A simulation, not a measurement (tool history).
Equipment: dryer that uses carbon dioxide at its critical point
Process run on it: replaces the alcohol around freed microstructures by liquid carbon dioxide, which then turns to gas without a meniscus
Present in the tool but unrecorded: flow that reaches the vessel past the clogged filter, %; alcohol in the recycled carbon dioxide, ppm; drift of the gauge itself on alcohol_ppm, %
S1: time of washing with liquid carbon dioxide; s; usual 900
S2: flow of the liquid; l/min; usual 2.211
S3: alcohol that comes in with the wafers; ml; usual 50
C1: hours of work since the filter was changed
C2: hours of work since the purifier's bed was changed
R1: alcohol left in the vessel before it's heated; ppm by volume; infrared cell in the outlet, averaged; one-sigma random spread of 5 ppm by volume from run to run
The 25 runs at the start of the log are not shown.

run    hour    S1     S2  S3   C1    C2   R1
 26   806.1   720  1.690  50  445  1026  349
 27   836.4   900  1.680  40  464  1046  177
      851.9  -- purifier's bed changed
 28   874.3  1020  2.211  47  486    14   16
 29   905.5  1020  2.670  24  506    34    8
 30   924.4  1020  2.670  24  518    46   15
      949.1  -- inlet filter changed
 31   949.1   960  3.090  63    0    61    9
 32   985.0   960  3.090  63   23    84   18
 33  1022.5  1260  3.280  75   47   108   23
 34  1058.6  1260  3.280  75   70   131   25
 35  1099.7  1020  2.211  22   96   157   23
 36  1141.7  1140  1.570  85  123   184   66

Run 37, settings as shown, results not yet in. Your forecast:
 37  1161.0  1140  1.570  85  135  196   ?

R1: 68 ppm by volume
The same run, on a tool lacking any hidden state, would have yielded R1 43 ppm by volume.
